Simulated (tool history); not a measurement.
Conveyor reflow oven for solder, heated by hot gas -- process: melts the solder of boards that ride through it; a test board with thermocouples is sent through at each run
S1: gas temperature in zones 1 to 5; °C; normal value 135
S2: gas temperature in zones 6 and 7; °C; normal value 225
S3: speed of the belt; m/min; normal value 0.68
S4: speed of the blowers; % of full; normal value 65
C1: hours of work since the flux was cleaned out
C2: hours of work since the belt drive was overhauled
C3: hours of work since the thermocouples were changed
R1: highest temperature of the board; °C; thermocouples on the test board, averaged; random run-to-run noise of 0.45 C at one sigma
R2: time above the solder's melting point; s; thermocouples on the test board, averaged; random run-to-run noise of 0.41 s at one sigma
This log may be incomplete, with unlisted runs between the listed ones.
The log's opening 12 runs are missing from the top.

run	hour	S1	S2	S3	S4	C1	C2	C3	R1	R2
# hour 784: flux residue cleaned out of gas plates and filters
13	794.4	135	225	0.759	65	6	712	175	198.4	20.6
14	866.9	135	225	0.759	65	48	755	218	198.2	20.4
15	923.2	135	225	0.759	65	81	787	251	197	20.2
16	1007.6	144	227	0.68	65	131	837	300	205.8	33.9
17	1084.4	144	227	0.68	65	175	882	345	205.8	33.8
# hour 1126.1: flux residue cleaned out of gas plates and filters, once more
18	1137.4	136	225	0.664	65	7	910	373	205.1	32.8
19	1183.3	136	225	0.621	65	33	936	400	208.2	37.6
20	1237.1	135	220	0.68	65	65	968	431	199.5	27.8
21	1295.4	135	223	0.68	65	99	1002	465	202.7	28.9
22	1375.1	135	225	0.775	52	145	1048	512	194.7	16.7
23	1425.1	135	237	0.68	65	175	1078	541	214.7	37.1
24	1480.8	131	225	0.614	76	207	1110	573	208.4	37.8
25	1542.4	144	227	0.598	56	243	1146	609	207.7	42.1
26	1612.4	131	219	0.718	57	284	1187	650	192.9	15.6
27	1671.6	131	219	0.718	57	318	1221	685	192.8	14.6
28	1717.3	135	237	0.68	62	345	1248	711	211.4	36
29	1764.1	135	237	0.68	62	372	1275	739	211.5	35.8
30	1844.9	134	225	0.698	59	420	1323	786	198.6	23.6

3 options for the next run, each taken on its own from the tool as it stands now. Forecast them:
# hour 1903.6: flux residue cleaned out of gas plates and filters
A	1921.7	135	225	0.68	65	11	1364	828	?	?
# hour 1903.6: flux residue cleaned out of gas plates and filters
B	1921.7	134	230	0.629	59	11	1364	828	?	?
# hour 1903.6: flux residue cleaned out of gas plates and filters
C	1921.7	145	217	0.698	59	11	1364	828	?	?

run	R1	R2
A	203.8	30.7
B	208.1	36.9
C	197.6	25.6
Without the tool's hidden state the same runs would have given:
run	R1	R2
A	204.7	30
B	209	35.9
C	198.5	25.3

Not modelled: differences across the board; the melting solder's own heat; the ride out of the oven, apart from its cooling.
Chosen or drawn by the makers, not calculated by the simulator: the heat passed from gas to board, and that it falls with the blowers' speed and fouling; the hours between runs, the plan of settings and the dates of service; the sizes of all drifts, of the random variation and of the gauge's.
